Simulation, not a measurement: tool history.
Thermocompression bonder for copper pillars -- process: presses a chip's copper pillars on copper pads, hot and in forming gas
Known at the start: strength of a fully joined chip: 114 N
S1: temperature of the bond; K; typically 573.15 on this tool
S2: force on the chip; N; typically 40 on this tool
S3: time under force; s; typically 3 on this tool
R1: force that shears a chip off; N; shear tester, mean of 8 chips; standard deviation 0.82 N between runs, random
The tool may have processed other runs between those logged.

| run | hour | S1 | S2 | S3 | R1 |
|---|---|---|---|---|---|
| 1 | 0 | 573.15 | 40 | 3 | 60.9 |
| 2 | 14.1 | 573.15 | 40 | 9 | 80.8 |
| 3 | 41.3 | 573.15 | 40 | 9 | 81.4 |
| 4 | 55.6 | 573.15 | 40 | 9 | 80.7 |
| 5 | 74 | 573.15 | 40 | 9 | 80.8 |
| 6 | 87.1 | 573.15 | 40 | 5 | 69.4 |
| 7 | 118.2 | 573.15 | 40 | 3 | 58.2 |
| 8 | 134 | 573.15 | 40 | 3 | 56.7 |
| 9 | 161.1 | 573.15 | 40 | 3 | 56 |
|  | 174.9 | forming gas filter changed |
| 10 | 187.4 | 573.15 | 40 | 3 | 62.4 |
| 11 | 207.9 | 573.15 | 40 | 3 | 60.7 |
| 12 | 228.2 | 573.15 | 40 | 3 | 61.6 |
| 13 | 252.3 | 573.15 | 40 | 3 | 60.9 |
| 14 | 281.2 | 573.15 | 40 | 3 | 59.6 |
| 15 | 311.4 | 573.15 | 40 | 3 | 59.5 |
| 16 | 339.2 | 573.15 | 40 | 3 | 57.9 |
| 17 | 363.1 | 573.15 | 40 | 3 | 57.4 |
| 18 | 385.9 | 573.15 | 32 | 3 | 49.8 |
| 19 | 404.8 | 573.15 | 32 | 3 | 49.3 |
| 20 | 436.7 | 573.15 | 40 | 5 | 65.5 |
|  | 459.8 | forming gas filter changed |
| 21 | 466.8 | 572.15 | 28 | 2 | 42.2 |
| 22 | 493.6 | 572.15 | 46 | 2 | 56.4 |
| 23 | 517.2 | 596.15 | 46 | 2 | 67.7 |
| 24 | 546.2 | 550.15 | 33 | 7 | 56.7 |
| 25 | 567 | 550.15 | 33 | 7 | 58.6 |
| 26 | 587 | 550.15 | 33 | 7 | 57.1 |
| 27 | 610 | 557.15 | 24 | 3 | 36.2 |
| 28 | 630.6 | 557.15 | 24 | 3 | 36.2 |
| 29 | 662.3 | 557.15 | 24 | 3 | 35.6 |
| 30 | 680.9 | 557.15 | 24 | 3 | 35.8 |
| 31 | 698.6 | 601.15 | 24 | 2 | 45.5 |
| 32 | 713.7 | 601.15 | 24 | 2 | 45.4 |
| 33 | 738.2 | 566.15 | 24 | 6 | 47.9 |
|  | 745.1 | forming gas filter changed |
| 34 | 767.9 | 566.15 | 36 | 5 | 63 |
| 35 | 790.2 | 548.15 | 40 | 8 | 65.7 |
| 36 | 806.9 | 594.15 | 26 | 3 | 55.1 |
|  | 820.2 | force cell calibrated |
| 37 | 827.8 | 590.15 | 36 | 7 | 82 |
| 38 | 849.3 | 572.15 | 40 | 3 | 59.3 |
| 39 | 876.3 | 573.15 | 55 | 2 | 63 |

4 options for the next run, each taken on its own from the tool as it stands now. Forecast them:
| A | 896.1 | 553.15 | 24 | 2 | ? |
| B | 896.1 | 573.15 | 53 | 2 | ? |
| C | 896.1 | 573.15 | 29 | 3 | ? |
| D | 896.1 | 596.15 | 53 | 2 | ? |

| run | R1 |
|---|---|
| A | 30 |
| B | 61.6 |
| C | 48.5 |
| D | 70.7 |
With the hidden condition removed and each run's random variation left untouched, the same runs would have given:
| run | R1 |
|---|---|
| A | 33.8 |
| B | 67.9 |
| C | 53.9 |
| D | 77.3 |
